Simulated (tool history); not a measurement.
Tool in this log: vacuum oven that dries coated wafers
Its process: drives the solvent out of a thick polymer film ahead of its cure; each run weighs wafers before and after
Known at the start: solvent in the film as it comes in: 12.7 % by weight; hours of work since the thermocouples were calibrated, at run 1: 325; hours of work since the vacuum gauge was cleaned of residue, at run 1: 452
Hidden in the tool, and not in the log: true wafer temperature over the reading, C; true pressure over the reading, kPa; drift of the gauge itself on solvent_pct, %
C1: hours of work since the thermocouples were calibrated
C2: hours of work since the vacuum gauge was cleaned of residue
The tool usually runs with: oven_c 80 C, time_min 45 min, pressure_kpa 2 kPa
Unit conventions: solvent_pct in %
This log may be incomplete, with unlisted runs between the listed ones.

Run 1, hour 0: usual settings; C1 325; C2 452. Result: solvent_pct 1.84 %.
Run 2, hour 52.6: usual settings; C1 350; C2 477. Result: solvent_pct 1.84 %.
Run 3, hour 121.2: usual settings; C1 383; C2 509. Result: solvent_pct 1.81 %.
Run 4, hour 164.2: usual settings but pressure_kpa 3.4 kPa; C1 403; C2 530. Result: solvent_pct 2.44 %.
Run 5, hour 231: usual settings but oven_c 82 C; C1 435; C2 562. Result: solvent_pct 1.55 %.
Run 6, hour 266: usual settings but oven_c 76 C; C1 452; C2 578. Result: solvent_pct 2.46 %.
Run 7, hour 319.1: usual settings but oven_c 76 C; C1 477; C2 604. Result: solvent_pct 2.45 %.
Run 8, hour 385.7: usual settings but oven_c 76 C; C1 509; C2 636. Result: solvent_pct 2.48 %.
Run 9, hour 432.8: usual settings but oven_c 76 C; C1 531; C2 658. Result: solvent_pct 2.49 %.
Run 10, hour 483.3: usual settings but oven_c 76 C; C1 555; C2 682. Result: solvent_pct 2.47 %.
Run 11, hour 513.7: usual settings but oven_c 76 C; C1 570; C2 697. Result: solvent_pct 2.46 %.
Run 12, hour 580.4: usual settings but oven_c 76 C; C1 602; C2 728. Result: solvent_pct 2.43 %.
Run 13, hour 619.2: usual settings but oven_c 76 C; C1 620; C2 747. Result: solvent_pct 2.47 %.
Run 14, hour 680.2: usual settings but oven_c 72 C; C1 649; C2 776. Result: solvent_pct 3.24 %.
Run 15, hour 717.8: usual settings but oven_c 72 C; C1 667; C2 794. Result: solvent_pct 3.21 %.
Run 16, hour 752.5: usual settings but oven_c 72 C; C1 684; C2 811. Result: solvent_pct 3.26 %.
Run 17, hour 798.7: usual settings but oven_c 72 C; C1 706; C2 833. Result: solvent_pct 3.25 %.
Run 18, hour 854: usual settings but oven_c 72 C; C1 732; C2 859. Result: solvent_pct 3.19 %.
Run 19, hour 912.6: usual settings but oven_c 91 C, time_min 55 min; C1 760; C2 887. Result: solvent_pct 0.7 %.
Run 20, hour 981.5: usual settings but oven_c 83 C, time_min 32 min; C1 793; C2 920. Result: solvent_pct 2.16 %.
Run 21, hour 1020.9: usual settings but oven_c 93 C, time_min 52 min, pressure_kpa 2.57 kPa; C1 812; C2 939. Result: solvent_pct 0.79 %.
Run 22, hour 1051.9: usual settings but oven_c 93 C, time_min 52 min, pressure_kpa 2.57 kPa; C1 827; C2 953. Result: solvent_pct 0.84 %.
Run 23, hour 1108.7: usual settings but oven_c 66 C, time_min 35 min; C1 854; C2 980. Result: solvent_pct 5.43 %.
At hour 1113.4: vacuum gauge cleaned of residue and calibrated.
Run 24, hour 1173.4: usual settings but oven_c 91 C, time_min 58 min; C1 884; C2 29. Result: solvent_pct 0.69 %.
Run 25, hour 1225.8: usual settings but time_min 26 min; C1 909; C2 54. Result: solvent_pct 3.35 %.
Run 26, hour 1283.4: usual settings but oven_c 91 C, time_min 36 min; C1 936; C2 81. Result: solvent_pct 1.02 %.
At hour 1291.2: oven's thermocouples calibrated.
Run 27, hour 1346.9: usual settings but oven_c 72 C, time_min 31 min, pressure_kpa 1.36 kPa; C1 27; C2 110. Result: solvent_pct 4.38 %.
At hour 1376.3: vacuum gauge cleaned of residue and calibrated, once more.
Run 28, hour 1396.1: usual settings but oven_c 90 C, time_min 68 min, pressure_kpa 3.96 kPa; C1 49; C2 9. Result: solvent_pct 1.25 %.
Run 29, hour 1425.2: usual settings but oven_c 70 C, time_min 40 min, pressure_kpa 5.43 kPa; C1 63; C2 23. Result: solvent_pct 5.85 %.
Run 30, hour 1487.5: usual settings but oven_c 70 C, time_min 40 min, pressure_kpa 5.43 kPa; C1 93; C2 53. Result: solvent_pct 5.92 %.
Run 31, hour 1547.3: usual settings but oven_c 67 C, time_min 40 min, pressure_kpa 6.28 kPa; C1 121; C2 82. Result: solvent_pct 7.18 %.
Run 32, hour 1592.6: usual settings but time_min 48 min; C1 143; C2 103. Result: solvent_pct 1.72 %.
Run 33, hour 1658.9: usual settings but oven_c 67 C, time_min 57 min, pressure_kpa 3.12 kPa; C1 175; C2 135. Result: solvent_pct 4.36 %.
Run 34, hour 1706.1: usual settings but oven_c 91 C, time_min 27 min, pressure_kpa 5.01 kPa; C1 197; C2 157. Result: solvent_pct 2.31 %.
Run 35, hour 1740.2: usual settings but time_min 50 min; C1 213; C2 174. Result: solvent_pct 1.61 %.
Run 36, hour 1808.7: usual settings but time_min 50 min; C1 246; C2 206. Result: solvent_pct 1.65 %.

Here are 3 independent what-if runs from the current tool condition. What would each one return?
Run A, hour 1840.2: usual settings but oven_c 89 C, time_min 28 min; C1 261; C2 221. Result: solvent_pct ?.
Run B, hour 1840.2: usual settings but oven_c 89 C, time_min 27 min, pressure_kpa 5.18 kPa; C1 261; C2 221. Result: solvent_pct ?.
Run C, hour 1840.2: usual settings but oven_c 77 C, pressure_kpa 3.31 kPa; C1 261; C2 221. Result: solvent_pct ?.

run  solvent_pct
  A         1.66
  B         2.65
  C         2.92
Stripped of hidden state, with their random variation kept, the same runs would have yielded:
run  solvent_pct
  A         1.64
  B         2.64
  C         2.89
